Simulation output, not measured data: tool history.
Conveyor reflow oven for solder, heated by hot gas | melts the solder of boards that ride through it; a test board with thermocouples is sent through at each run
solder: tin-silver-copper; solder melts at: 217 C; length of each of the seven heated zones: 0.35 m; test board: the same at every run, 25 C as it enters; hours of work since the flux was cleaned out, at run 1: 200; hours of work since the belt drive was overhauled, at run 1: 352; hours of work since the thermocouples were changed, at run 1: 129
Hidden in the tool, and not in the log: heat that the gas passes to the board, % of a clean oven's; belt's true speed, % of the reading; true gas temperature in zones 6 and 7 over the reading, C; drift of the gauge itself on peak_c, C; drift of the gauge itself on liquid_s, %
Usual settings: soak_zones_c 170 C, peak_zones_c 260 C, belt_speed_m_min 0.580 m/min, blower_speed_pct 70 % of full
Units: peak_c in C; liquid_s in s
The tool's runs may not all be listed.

run,hour,soak_zones_c,peak_zones_c,belt_speed_m_min,blower_speed_pct,hours of work since the flux was cleaned out,hours of work since the belt drive was overhauled,hours of work since the thermocouples were changed,peak_c,liquid_s
1,0.0,170,260,0.580,70,200,352,129,244.5,48.1
2,15.8,170,262,0.580,70,210,362,139,245.9,48.4
3,33.1,170,262,0.580,70,221,373,150,247.0,48.0
4,50.4,170,262,0.580,70,232,384,161,246.1,48.7
5,64.6,170,268,0.580,70,241,392,170,251.8,53.0
6,75.7,170,268,0.580,70,248,399,177,251.2,52.7
7,88.9,170,268,0.580,70,256,408,185,251.0,53.3
8,96.4,170,268,0.580,70,261,413,190,251.4,52.9
9,104.1,170,260,0.580,70,266,417,195,244.8,47.7
10,116.1,170,260,0.580,70,273,425,203,244.5,48.4
11,125.8,170,260,0.580,70,279,431,209,243.7,47.4
12,140.1,165,260,0.580,70,288,440,218,243.7,45.2
13,148.9,165,260,0.580,70,294,446,223,244.5,45.1
14,161.1,163,273,0.482,55,302,453,231,255.7,64.9
15,168.2,166,273,0.482,75,306,458,235,261.7,70.0
16,180.7,179,261,0.482,82,314,466,243,252.2,70.5
17,193.7,165,255,0.529,72,322,474,252,242.1,49.4
18,204.7,165,255,0.529,72,329,481,259,242.4,50.5
19,212.2,170,258,0.580,88,334,486,263,246.4,50.4
20,229.0,170,258,0.580,88,345,496,274,246.4,50.8
21,244.3,170,258,0.580,88,354,506,284,245.8,50.7
22,254.7,170,260,0.580,62,361,513,290,241.7,45.2

3 ways to go on from here, each from the tool as it stands after run 22. What would each give?
A,269.8,170,260,0.580,76,370,522,300,?,?
B,269.8,171,257,0.580,85,370,522,300,?,?
C,269.8,170,260,0.511,70,370,522,300,?,?

run,peak_c,liquid_s
A,245.3,49.5
B,244.0,48.6
C,247.8,58.9
Without the tool's hidden state the same runs would have given:
run,peak_c,liquid_s
A,247.1,50.8
B,245.8,50.0
C,249.5,60.0
